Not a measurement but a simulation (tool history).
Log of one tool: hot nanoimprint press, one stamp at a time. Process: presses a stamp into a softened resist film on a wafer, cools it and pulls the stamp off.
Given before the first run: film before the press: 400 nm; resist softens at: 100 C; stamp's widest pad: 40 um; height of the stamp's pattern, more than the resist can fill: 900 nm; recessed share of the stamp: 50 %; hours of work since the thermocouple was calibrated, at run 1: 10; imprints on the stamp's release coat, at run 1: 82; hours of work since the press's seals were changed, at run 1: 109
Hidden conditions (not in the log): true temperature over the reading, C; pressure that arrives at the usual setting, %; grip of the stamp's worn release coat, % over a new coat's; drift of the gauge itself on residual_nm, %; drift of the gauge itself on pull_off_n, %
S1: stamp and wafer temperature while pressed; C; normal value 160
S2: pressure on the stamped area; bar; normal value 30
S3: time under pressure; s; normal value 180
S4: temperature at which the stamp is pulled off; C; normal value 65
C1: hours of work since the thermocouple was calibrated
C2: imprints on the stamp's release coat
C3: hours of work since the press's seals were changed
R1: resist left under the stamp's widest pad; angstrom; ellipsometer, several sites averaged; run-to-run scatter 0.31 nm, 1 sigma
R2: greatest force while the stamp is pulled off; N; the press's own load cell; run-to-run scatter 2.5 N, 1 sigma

{"run": 1, "hour": 0.0, "S1": 160, "S2": 30, "S3": 180, "S4": 65, "C1": 10, "C2": 82, "C3": 109, "R1": 2284, "R2": 117}
{"run": 2, "hour": 9.4, "S1": 160, "S2": 30, "S3": 180, "S4": 65, "C1": 17, "C2": 131, "C3": 115, "R1": 2285, "R2": 121}
{"run": 3, "hour": 16.5, "S1": 160, "S2": 30, "S3": 180, "S4": 65, "C1": 21, "C2": 169, "C3": 120, "R1": 2287, "R2": 120}
{"run": 4, "hour": 23.4, "S1": 160, "S2": 34.3, "S3": 180, "S4": 65, "C1": 26, "C2": 205, "C3": 124, "R1": 2134, "R2": 122}
{"run": 5, "hour": 33.1, "S1": 160, "S2": 32, "S3": 180, "S4": 65, "C1": 32, "C2": 256, "C3": 131, "R1": 2217, "R2": 123}
{"run": 6, "hour": 39.6, "S1": 160, "S2": 32, "S3": 180, "S4": 65, "C1": 37, "C2": 290, "C3": 135, "R1": 2215, "R2": 123}
{"run": 7, "hour": 49.3, "S1": 160, "S2": 32, "S3": 180, "S4": 65, "C1": 43, "C2": 341, "C3": 141, "R1": 2209, "R2": 126}
{"run": 8, "hour": 57.1, "S1": 160, "S2": 32, "S3": 180, "S4": 65, "C1": 48, "C2": 382, "C3": 147, "R1": 2211, "R2": 130}
{"run": 9, "hour": 62.5, "S1": 160, "S2": 30, "S3": 180, "S4": 65, "C1": 52, "C2": 410, "C3": 150, "R1": 2284, "R2": 126}
{"run": 10, "hour": 68.0, "S1": 164, "S2": 30, "S3": 180, "S4": 65, "C1": 56, "C2": 439, "C3": 154, "R1": 2011, "R2": 130}
{"run": 11, "hour": 72.8, "S1": 164, "S2": 30, "S3": 180, "S4": 65, "C1": 59, "C2": 464, "C3": 157, "R1": 2007, "R2": 131}
{"run": 12, "hour": 81.7, "S1": 164, "S2": 30, "S3": 180, "S4": 65, "C1": 65, "C2": 511, "C3": 163, "R1": 2009, "R2": 130}
{"run": 13, "hour": 87.6, "S1": 164, "S2": 30, "S3": 180, "S4": 65, "C1": 69, "C2": 542, "C3": 167, "R1": 2011, "R2": 138}
{"run": 14, "hour": 96.1, "S1": 164, "S2": 30, "S3": 180, "S4": 65, "C1": 74, "C2": 587, "C3": 173, "R1": 2009, "R2": 136}
{"run": 15, "hour": 102.7, "S1": 168, "S2": 30, "S3": 180, "S4": 65, "C1": 79, "C2": 621, "C3": 177, "R1": 1769, "R2": 138}
{"run": 16, "hour": 109.8, "S1": 168, "S2": 30, "S3": 180, "S4": 65, "C1": 83, "C2": 659, "C3": 182, "R1": 1764, "R2": 136}
{"run": 17, "hour": 119.2, "S1": 168, "S2": 30, "S3": 180, "S4": 65, "C1": 90, "C2": 708, "C3": 188, "R1": 1769, "R2": 136}
{"run": 18, "hour": 125.6, "S1": 168, "S2": 30, "S3": 180, "S4": 65, "C1": 94, "C2": 742, "C3": 192, "R1": 1762, "R2": 138}
{"run": 19, "hour": 132.1, "S1": 168, "S2": 30, "S3": 180, "S4": 65, "C1": 98, "C2": 776, "C3": 196, "R1": 1765, "R2": 142}
{"run": 20, "hour": 141.8, "S1": 160, "S2": 30, "S3": 98, "S4": 55, "C1": 105, "C2": 827, "C3": 203, "R1": 2679, "R2": 154}
{"run": 21, "hour": 146.4, "S1": 160, "S2": 18.2, "S3": 161, "S4": 55, "C1": 108, "C2": 851, "C3": 206, "R1": 2933, "R2": 153}
{"run": 22, "hour": 153.8, "S1": 160, "S2": 18.2, "S3": 161, "S4": 55, "C1": 113, "C2": 890, "C3": 211, "R1": 2941, "R2": 154}
{"run": 23, "hour": 160.2, "S1": 160, "S2": 23.6, "S3": 183, "S4": 65, "C1": 117, "C2": 924, "C3": 215, "R1": 2554, "R2": 153}
{"run": 24, "hour": 168.1, "S1": 154, "S2": 30, "S3": 180, "S4": 65, "C1": 122, "C2": 965, "C3": 220, "R1": 2734, "R2": 149}
{"run": 25, "hour": 176.6, "S1": 154, "S2": 30, "S3": 261, "S4": 67, "C1": 128, "C2": 1009, "C3": 226, "R1": 2494, "R2": 147}
{"run": 26, "hour": 182.7, "S1": 167, "S2": 22.7, "S3": 192, "S4": 51, "C1": 132, "C2": 1041, "C3": 230, "R1": 2086, "R2": 165}
{"run": 27, "hour": 187.0, "S1": 149, "S2": 22.7, "S3": 192, "S4": 56, "C1": 135, "C2": 1064, "C3": 233, "R1": 3340, "R2": 165}
{"run": 28, "hour": 195.2, "S1": 166, "S2": 33.4, "S3": 270, "S4": 57, "C1": 140, "C2": 1107, "C3": 238, "R1": 1551, "R2": 157}
{"run": 29, "hour": 199.5, "S1": 166, "S2": 30, "S3": 95, "S4": 65, "C1": 143, "C2": 1130, "C3": 241, "R1": 2277, "R2": 150}
{"run": 30, "hour": 204.3, "S1": 151, "S2": 47.5, "S3": 112, "S4": 63, "C1": 146, "C2": 1155, "C3": 245, "R1": 2750, "R2": 152}

Subtracting, for every run, the result it would have given without the tool's unlogged condition from the measured result gives the following. The same run-to-run variation enters both numbers; the gauge's scatter may not:
run=1 R1=+12 R2=+3
run=2 R1=+13 R2=+5
run=3 R1=+12 R2=+5
run=4 R1=+12 R2=+7
run=5 R1=+12 R2=+9
run=6 R1=+11 R2=+10
run=7 R1=+11 R2=+12
run=8 R1=+11 R2=+13
run=9 R1=+11 R2=+14
run=10 R1=+9 R2=+16
run=11 R1=+10 R2=+16
run=12 R1=+9 R2=+18
run=13 R1=+9 R2=+19
run=14 R1=+8 R2=+21
run=15 R1=+8 R2=+22
run=16 R1=+8 R2=+23
run=17 R1=+7 R2=+24
run=18 R1=+8 R2=+26
run=19 R1=+7 R2=+28
run=20 R1=+8 R2=+32
run=21 R1=+5 R2=+32
run=22 R1=+4 R2=+34
run=23 R1=+6 R2=+34
run=24 R1=+7 R2=+35
run=25 R1=+7 R2=+36
run=26 R1=+4 R2=+41
run=27 R1=+2 R2=+41
run=28 R1=+6 R2=+41
run=29 R1=+7 R2=+40
run=30 R1=+11 R2=+41

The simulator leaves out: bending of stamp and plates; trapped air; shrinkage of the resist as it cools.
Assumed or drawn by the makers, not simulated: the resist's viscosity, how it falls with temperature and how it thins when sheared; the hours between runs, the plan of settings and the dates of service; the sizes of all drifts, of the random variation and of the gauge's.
